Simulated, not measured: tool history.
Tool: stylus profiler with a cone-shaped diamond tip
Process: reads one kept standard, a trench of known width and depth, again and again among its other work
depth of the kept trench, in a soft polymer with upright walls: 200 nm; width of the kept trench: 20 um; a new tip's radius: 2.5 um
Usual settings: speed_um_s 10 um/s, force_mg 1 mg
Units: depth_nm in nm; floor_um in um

run   hour  speed_um_s  force_mg  depth_nm  floor_um
  1      0          10         1    199.93     17.12
  2   67.9          10         1    199.91     17.03
  3  125.9          10       0.8    199.79     17.02
  4  181.3          10       0.8    199.71     16.94
  5  255.4          10      1.12     199.9     16.93
     284.6  -- height scale calibrated on a step standard
  6  333.8          10         1    199.56     16.91
  7    417          10         1    199.32     16.85
  8  477.1           5      2.89    200.27     16.87
     483.4  -- height scale calibrated on a step standard, once more
  9  547.6          29      2.89    201.82     16.75
 10  591.3           9      0.47    200.44     16.76
 11  688.6           9      0.47    200.28     16.75
 12  740.9           9      0.47    200.31     16.77
 13  822.3          15      2.24    201.39      16.7
 14  881.3          15      2.24    201.29      16.7

Some steps in depth_nm between neighbouring runs. How much of each would the tool show without its hidden state too (settings, what came in, random variation), and how much is left for the hidden state, with any gauge scatter that isn't in both results?
The hidden state here: radius of the tip, um; height scale over the true one, %; drift of the gauge itself on depth_nm, %; drift of the gauge itself on floor_um, %.
Run 8 -> 9: speed_um_s 5 -> 29, height scale calibrated on a step standard, once more. depth_nm +1.55 nm: hidden state +1.49, all else +0.06.
